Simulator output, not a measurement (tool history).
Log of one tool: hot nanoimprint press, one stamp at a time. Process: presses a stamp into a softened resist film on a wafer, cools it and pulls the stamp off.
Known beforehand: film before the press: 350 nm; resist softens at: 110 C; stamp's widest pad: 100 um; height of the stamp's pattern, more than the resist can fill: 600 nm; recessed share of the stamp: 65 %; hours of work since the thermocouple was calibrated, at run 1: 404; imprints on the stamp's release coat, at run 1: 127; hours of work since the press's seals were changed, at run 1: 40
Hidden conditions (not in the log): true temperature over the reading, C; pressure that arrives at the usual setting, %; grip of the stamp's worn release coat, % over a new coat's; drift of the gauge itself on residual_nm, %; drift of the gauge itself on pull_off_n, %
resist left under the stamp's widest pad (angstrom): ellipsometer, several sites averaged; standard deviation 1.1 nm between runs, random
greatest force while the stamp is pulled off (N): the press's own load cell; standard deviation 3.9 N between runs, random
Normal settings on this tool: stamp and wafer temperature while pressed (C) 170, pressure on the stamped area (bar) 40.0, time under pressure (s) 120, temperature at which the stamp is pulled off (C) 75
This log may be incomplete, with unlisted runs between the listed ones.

run	day	stamp and wafer temperature while pressed (C)	pressure on the stamped area (bar)	time under pressure (s)	temperature at which the stamp is pulled off (C)	hours of work since the thermocouple was calibrated	imprints on the stamp's release coat	hours of work since the press's seals were changed	resist left under the stamp's widest pad (angstrom)	greatest force while the stamp is pulled off (N)
1	0.000	170	40.0	120	75	404	127	40	1497	186
2	0.429	170	40.0	120	75	409	143	45	1518	190
3	1.204	170	46.2	120	75	418	171	54	1403	192
4	1.567	170	46.2	120	75	422	185	58	1401	188
# day 2.188: plate thermocouple calibrated
5	2.346	170	40.0	185	75	2	209	66	1404	203
6	3.150	170	40.0	185	75	11	239	75	1413	195
7	3.575	170	40.0	185	75	16	255	80	1395	197
8	4.250	170	40.0	185	75	24	280	88	1386	201
9	4.950	170	40.0	120	75	32	306	96	1650	205
10	5.733	170	40.0	65	75	41	335	105	2028	202
11	6.562	170	63.1	120	75	51	365	115	1321	203
12	6.988	170	40.0	120	75	56	381	120	1621	202
13	7.362	170	40.0	120	75	60	395	124	1638	203
14	7.862	170	40.0	120	75	66	413	130	1637	205
15	8.433	170	40.0	120	83	73	435	137	1657	181
16	9.092	180	32.8	91	65	81	459	145	1279	246
17	9.596	163	45.9	91	65	87	478	151	2259	254
18	10.254	163	38.9	183	78	94	502	158	1958	199
19	11.008	163	38.9	183	78	103	530	167	1970	196
20	11.754	163	26.6	100	78	112	558	176	2618	204
21	12.517	173	40.0	120	71	121	586	185	1392	227
22	12.933	158	40.0	84	75	126	601	190	2830	218
23	13.688	177	40.0	120	75	134	629	198	1161	219
24	14.121	175	40.0	120	75	139	645	203	1278	215
25	14.675	162	54.4	120	75	146	666	210	2057	224
26	15.079	162	54.4	120	75	151	681	215	2058	213
27	15.758	178	25.1	180	75	159	706	223	1178	225
28	16.271	170	50.6	75	75	165	725	229	1704	222
29	16.850	165	50.6	75	83	171	747	235	2145	192
30	17.625	165	50.6	75	83	180	775	244	2097	189

Consider 4 possible next runs. They are alternatives, not a sequence: every one starts from the tool as it was left by run 30. What does each give?
A	18.162	173	36.2	120	75	187	795	251	?	?
B	18.162	165	50.6	75	62	187	795	251	?	?
C	18.162	165	52.1	120	66	187	795	251	?	?
D	18.162	164	55.2	75	83	187	795	251	?	?

run	resist left under the stamp's widest pad (angstrom)	greatest force while the stamp is pulled off (N)
A	1457	217
B	2123	269
C	1812	262
D	2146	188
What these runs would have given with no unlogged condition in the tool:
run	resist left under the stamp's widest pad (angstrom)	greatest force while the stamp is pulled off (N)
A	1495	185
B	2171	229
C	1860	223
D	2195	160

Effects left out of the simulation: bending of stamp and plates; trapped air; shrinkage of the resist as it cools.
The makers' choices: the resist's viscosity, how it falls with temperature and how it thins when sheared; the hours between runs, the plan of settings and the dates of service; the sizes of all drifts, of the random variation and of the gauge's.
